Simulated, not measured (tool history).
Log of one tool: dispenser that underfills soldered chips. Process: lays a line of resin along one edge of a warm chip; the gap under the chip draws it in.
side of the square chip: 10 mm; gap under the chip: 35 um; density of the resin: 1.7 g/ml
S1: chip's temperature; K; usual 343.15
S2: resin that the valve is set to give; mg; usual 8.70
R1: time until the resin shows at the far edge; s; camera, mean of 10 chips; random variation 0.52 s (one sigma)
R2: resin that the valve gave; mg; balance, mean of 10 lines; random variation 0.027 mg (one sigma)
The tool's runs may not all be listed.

| run | hour | S1 | S2 | R1 | R2 |
|---|---|---|---|---|---|
| 1 | 0.0 | 343.15 | 8.70 | 47.5 | 8.61 |
| 2 | 4.9 | 343.15 | 11.28 | 53.1 | 11.10 |
|  | 5.4 | new syringe of resin |
| 3 | 9.9 | 343.15 | 11.28 | 44.2 | 11.16 |
| 4 | 14.8 | 343.15 | 11.28 | 50.4 | 11.10 |
|  | 17.0 | new syringe of resin |
| 5 | 19.3 | 343.15 | 8.70 | 43.6 | 8.59 |
| 6 | 22.6 | 330.15 | 8.70 | 73.2 | 8.58 |
| 7 | 25.6 | 330.15 | 8.70 | 80.2 | 8.49 |
|  | 28.5 | new syringe of resin |
| 8 | 29.3 | 344.15 | 7.97 | 41.1 | 7.82 |
| 9 | 31.6 | 344.15 | 7.85 | 45.3 | 7.62 |
| 10 | 34.7 | 358.15 | 9.08 | 30.7 | 8.87 |

5 ways to go on from here, each from the tool as it stands after run 10. What would each give?
| A | 37.5 | 334.15 | 7.86 | ? | ? |
| B | 37.5 | 332.15 | 10.71 | ? | ? |
| C | 37.5 | 333.15 | 8.69 | ? | ? |
| D | 37.5 | 330.15 | 9.08 | ? | ? |
| E | 37.5 | 344.15 | 8.83 | ? | ? |

| run | R1 | R2 |
|---|---|---|
| A | 73.5 | 7.73 |
| B | 73.1 | 10.42 |
| C | 71.9 | 8.48 |
| D | 78.5 | 8.87 |
| E | 51.3 | 8.63 |
Without the tool's hidden state the same runs would have given:
| run | R1 | R2 |
|---|---|---|
| A | 58.5 | 7.93 |
| B | 58.4 | 10.68 |
| C | 57.2 | 8.69 |
| D | 62.5 | 9.09 |
| E | 40.9 | 8.85 |
